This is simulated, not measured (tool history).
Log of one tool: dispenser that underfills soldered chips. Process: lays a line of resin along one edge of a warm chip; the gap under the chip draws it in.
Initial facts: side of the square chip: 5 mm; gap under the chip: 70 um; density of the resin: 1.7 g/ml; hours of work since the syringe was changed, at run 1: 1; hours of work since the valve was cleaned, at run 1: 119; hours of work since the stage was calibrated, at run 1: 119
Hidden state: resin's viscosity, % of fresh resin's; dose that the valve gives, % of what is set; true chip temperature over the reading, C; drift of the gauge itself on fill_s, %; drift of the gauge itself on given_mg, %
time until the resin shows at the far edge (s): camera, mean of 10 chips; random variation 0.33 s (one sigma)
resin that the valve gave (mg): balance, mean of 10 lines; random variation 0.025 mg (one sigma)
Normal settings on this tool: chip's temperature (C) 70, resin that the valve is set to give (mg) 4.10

run  hour  chip's temperature (C)  resin that the valve is set to give (mg)  hours of work since the syringe was changed  hours of work since the valve was cleaned  hours of work since the stage was calibrated  time until the resin shows at the far edge (s)  resin that the valve gave (mg)
  1   0.0                      70                                      4.10                                            1                                        119                                           119                                            15.7                            3.68
  2   3.0                      70                                      4.10                                            3                                        121                                           121                                            18.5                            3.68
  3   6.7                      70                                      3.87                                            5                                        124                                           124                                            21.3                            3.49
  4  11.8                      70                                      3.87                                            9                                        127                                           127                                            27.5                            3.52
     14.0  -- new syringe of resin
     15.0  -- dispensing valve cleaned and set on the balance
  5  17.2                      70                                      4.10                                            1                                          1                                           130                                            16.5                            4.10
  6  20.5                      70                                      4.10                                            4                                          4                                           132                                            19.6                            4.07
  7  23.5                      70                                      4.07                                            6                                          6                                           134                                            21.7                            4.06
  8  26.4                      70                                      4.07                                            8                                          8                                           136                                            24.0                            4.04
     30.5  -- new syringe of resin
  9  32.3                      70                                      4.07                                            1                                         11                                           140                                            16.2                            4.03
 10  37.4                      70                                      4.07                                            5                                         15                                           143                                            20.3                            4.05
 11  42.7                      70                                      4.10                                            8                                         18                                           147                                            25.3                            4.03
     45.8  -- new syringe of resin
 12  47.3                      63                                      4.78                                            1                                         21                                           150                                            20.0                            4.68
 13  50.4                      63                                      4.78                                            3                                         23                                           152                                            22.8                            4.69
 14  54.5                      69                                      4.06                                            6                                         26                                           154                                            21.9                            4.00
 15  57.2                      69                                      4.06                                            8                                         28                                           156                                            25.2                            3.95
     61.2  -- new syringe of resin
 16  61.7                      68                                      5.15                                            0                                         30                                           159                                            16.3                            5.03
 17  64.1                      68                                      5.15                                            2                                         32                                           161                                            16.9                            5.01
 18  68.6                      74                                      3.84                                            5                                         35                                           164                                            19.0                            3.75
 19  72.8                      56                                      3.68                                            8                                         38                                           166                                            41.6                            3.56
 20  75.4                      56                                      3.68                                            9                                         40                                           168                                            47.4                            3.59
     76.6  -- new syringe of resin
 21  80.6                      74                                      4.43                                            3                                         43                                           171                                            15.7                            4.28

Consider 3 possible next runs. They are alternatives, not a sequence: every one starts from the tool as it was left by run 21. What does each give?
  A  84.5                      73                                      5.21                                            5                                         45                                           174                                               ?                               ?
  B  84.5                      56                                      3.58                                            5                                         45                                           174                                               ?                               ?
  C  84.5                      67                                      4.44                                            5                                         45                                           174                                               ?                               ?

run  time until the resin shows at the far edge (s)  resin that the valve gave (mg)
  A                                            18.1                            4.97
  B                                            35.2                            3.44
  C                                            22.9                            4.27
The same runs, with their run-to-run variation unchanged, on a tool lacking any hidden condition would have given:
run  time until the resin shows at the far edge (s)  resin that the valve gave (mg)
  A                                            12.5                            5.18
  B                                            24.0                            3.58
  C                                            15.9                            4.44
